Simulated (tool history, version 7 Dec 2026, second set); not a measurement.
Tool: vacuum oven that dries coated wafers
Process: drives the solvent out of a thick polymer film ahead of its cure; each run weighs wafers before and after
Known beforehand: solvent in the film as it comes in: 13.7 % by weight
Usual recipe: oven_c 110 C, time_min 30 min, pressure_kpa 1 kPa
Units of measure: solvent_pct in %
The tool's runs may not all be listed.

{"run": 1, "hour": 0.0, "oven_c": 110, "time_min": 30, "pressure_kpa": 1, "solvent_pct": 1.29}
{"run": 2, "hour": 13.4, "oven_c": 108, "time_min": 30, "pressure_kpa": 1, "solvent_pct": 1.54}
{"run": 3, "hour": 31.4, "oven_c": 108, "time_min": 30, "pressure_kpa": 2.2, "solvent_pct": 2.19}
{"run": 4, "hour": 44.7, "oven_c": 110, "time_min": 30, "pressure_kpa": 1.87, "solvent_pct": 1.82}
{"run": 5, "hour": 56.9, "oven_c": 110, "time_min": 30, "pressure_kpa": 1, "solvent_pct": 1.37}
{"run": 6, "hour": 70.3, "oven_c": 110, "time_min": 30, "pressure_kpa": 1, "solvent_pct": 1.28}
{"run": 7, "hour": 84.3, "oven_c": 110, "time_min": 30, "pressure_kpa": 1, "solvent_pct": 1.34}
{"run": 8, "hour": 97.1, "oven_c": 110, "time_min": 30, "pressure_kpa": 1.75, "solvent_pct": 1.71}
{"run": 9, "hour": 109.8, "oven_c": 110, "time_min": 30, "pressure_kpa": 1, "solvent_pct": 1.34}
{"run": 10, "hour": 128.8, "oven_c": 110, "time_min": 30, "pressure_kpa": 1, "solvent_pct": 1.41}
{"run": 11, "hour": 142.9, "oven_c": 110, "time_min": 30, "pressure_kpa": 1, "solvent_pct": 1.37}
{"run": 12, "hour": 160.4, "oven_c": 110, "time_min": 30, "pressure_kpa": 1, "solvent_pct": 1.34}
{"run": 13, "hour": 179.1, "oven_c": 110, "time_min": 30, "pressure_kpa": 1, "solvent_pct": 1.43}
{"run": 14, "hour": 195.4, "oven_c": 110, "time_min": 30, "pressure_kpa": 1, "solvent_pct": 1.42}
{"run": 15, "hour": 211.4, "oven_c": 110, "time_min": 30, "pressure_kpa": 1, "solvent_pct": 1.38}
{"run": 16, "hour": 221.5, "oven_c": 108, "time_min": 30, "pressure_kpa": 1, "solvent_pct": 1.58}
{"run": 17, "hour": 240.2, "oven_c": 108, "time_min": 30, "pressure_kpa": 1, "solvent_pct": 1.66}
{"run": 18, "hour": 253.2, "oven_c": 108, "time_min": 30, "pressure_kpa": 1, "solvent_pct": 1.64}
{"run": 19, "hour": 269.4, "oven_c": 108, "time_min": 30, "pressure_kpa": 1, "solvent_pct": 1.6}
{"run": 20, "hour": 288.0, "oven_c": 114, "time_min": 30, "pressure_kpa": 1, "solvent_pct": 1.01}
{"run": 21, "hour": 304.3, "oven_c": 114, "time_min": 30, "pressure_kpa": 1, "solvent_pct": 1.01}
{"run": 22, "hour": 322.3, "oven_c": 114, "time_min": 21, "pressure_kpa": 1, "solvent_pct": 1.8}
{"run": 23, "hour": 332.6, "oven_c": 114, "time_min": 21, "pressure_kpa": 1, "solvent_pct": 1.83}
{"run": 24, "hour": 351.4, "oven_c": 110, "time_min": 30, "pressure_kpa": 1, "solvent_pct": 1.41}
{"run": 25, "hour": 370.6, "oven_c": 110, "time_min": 30, "pressure_kpa": 1, "solvent_pct": 1.42}
{"run": 26, "hour": 389.4, "oven_c": 113, "time_min": 30, "pressure_kpa": 0.92, "solvent_pct": 1.08}
{"run": 27, "hour": 400.8, "oven_c": 120, "time_min": 29, "pressure_kpa": 1.72, "solvent_pct": 0.96}
{"run": 28, "hour": 414.6, "oven_c": 120, "time_min": 29, "pressure_kpa": 1.72, "solvent_pct": 1.02}
{"hour": 417.1, "done": "vacuum gauge cleaned of residue and calibrated"}
{"run": 29, "hour": 434.1, "oven_c": 109, "time_min": 18, "pressure_kpa": 0.78, "solvent_pct": 2.84}
{"run": 30, "hour": 446.7, "oven_c": 121, "time_min": 30, "pressure_kpa": 1.21, "solvent_pct": 0.73}
{"hour": 455.3, "done": "vacuum gauge cleaned of residue and calibrated, once more"}
{"run": 31, "hour": 459.4, "oven_c": 121, "time_min": 30, "pressure_kpa": 1.21, "solvent_pct": 0.72}
{"run": 32, "hour": 474.5, "oven_c": 96, "time_min": 40, "pressure_kpa": 2.42, "solvent_pct": 3.78}
{"run": 33, "hour": 488.1, "oven_c": 125, "time_min": 31, "pressure_kpa": 0.65, "solvent_pct": 0.32}
{"run": 34, "hour": 506.6, "oven_c": 100, "time_min": 30, "pressure_kpa": 1, "solvent_pct": 2.87}
{"run": 35, "hour": 522.8, "oven_c": 99, "time_min": 39, "pressure_kpa": 2.16, "solvent_pct": 3.13}
{"run": 36, "hour": 541.3, "oven_c": 95, "time_min": 47, "pressure_kpa": 0.69, "solvent_pct": 2}
{"run": 37, "hour": 549.8, "oven_c": 110, "time_min": 19, "pressure_kpa": 1.53, "solvent_pct": 2.95}
{"run": 38, "hour": 568.7, "oven_c": 111, "time_min": 30, "pressure_kpa": 1, "solvent_pct": 1.4}
{"run": 39, "hour": 583.1, "oven_c": 96, "time_min": 31, "pressure_kpa": 1.05, "solvent_pct": 3.49}
{"run": 40, "hour": 594.6, "oven_c": 117, "time_min": 30, "pressure_kpa": 0.76, "solvent_pct": 0.77}
{"run": 41, "hour": 603.1, "oven_c": 121, "time_min": 30, "pressure_kpa": 1, "solvent_pct": 0.73}
{"run": 42, "hour": 617.7, "oven_c": 110, "time_min": 30, "pressure_kpa": 0.84, "solvent_pct": 1.34}
{"run": 43, "hour": 634.4, "oven_c": 121, "time_min": 23, "pressure_kpa": 1.68, "solvent_pct": 1.25}
{"run": 44, "hour": 649.8, "oven_c": 106, "time_min": 30, "pressure_kpa": 1.74, "solvent_pct": 2.42}
{"run": 45, "hour": 667.6, "oven_c": 106, "time_min": 30, "pressure_kpa": 0.5, "solvent_pct": 1.64}
{"run": 46, "hour": 686.3, "oven_c": 117, "time_min": 35, "pressure_kpa": 0.55, "solvent_pct": 0.38}
{"run": 47, "hour": 697.9, "oven_c": 117, "time_min": 35, "pressure_kpa": 0.55, "solvent_pct": 0.45}

Subtracting, for every run, the result it would have given without the tool's unlogged condition from the measured result gives the following. The same run-to-run variation enters both numbers; the gauge's scatter may not:
What the log doesn't record here: true wafer temperature over the reading, C; true pressure over the reading, kPa; drift of the gauge itself on solvent_pct, %.
run=1 solvent_pct=+0.02
run=2 solvent_pct=+0.03
run=3 solvent_pct=+0.04
run=4 solvent_pct=+0.03
run=5 solvent_pct=+0.04
run=6 solvent_pct=+0.04
run=7 solvent_pct=+0.04
run=8 solvent_pct=+0.05
run=9 solvent_pct=+0.04
run=10 solvent_pct=+0.05
run=11 solvent_pct=+0.05
run=12 solvent_pct=+0.06
run=13 solvent_pct=+0.06
run=14 solvent_pct=+0.06
run=15 solvent_pct=+0.07
run=16 solvent_pct=+0.08
run=17 solvent_pct=+0.09
run=18 solvent_pct=+0.09
run=19 solvent_pct=+0.09
run=20 solvent_pct=+0.07
run=21 solvent_pct=+0.07
run=22 solvent_pct=+0.1
run=23 solvent_pct=+0.11
run=24 solvent_pct=+0.1
run=25 solvent_pct=+0.11
run=26 solvent_pct=+0.09
run=27 solvent_pct=+0.07
run=28 solvent_pct=+0.07
run=29 solvent_pct=+0.17
run=30 solvent_pct=+0.07
run=31 solvent_pct=+0.05
run=32 solvent_pct=+0.18
run=33 solvent_pct=+0.03
run=34 solvent_pct=+0.17
run=35 solvent_pct=+0.18
run=36 solvent_pct=+0.16
run=37 solvent_pct=+0.17
run=38 solvent_pct=+0.11
run=39 solvent_pct=+0.22
run=40 solvent_pct=+0.08
run=41 solvent_pct=+0.05
run=42 solvent_pct=+0.13
run=43 solvent_pct=+0.1
run=44 solvent_pct=+0.18
run=45 solvent_pct=+0.17
run=46 solvent_pct=+0.06
run=47 solvent_pct=+0.07

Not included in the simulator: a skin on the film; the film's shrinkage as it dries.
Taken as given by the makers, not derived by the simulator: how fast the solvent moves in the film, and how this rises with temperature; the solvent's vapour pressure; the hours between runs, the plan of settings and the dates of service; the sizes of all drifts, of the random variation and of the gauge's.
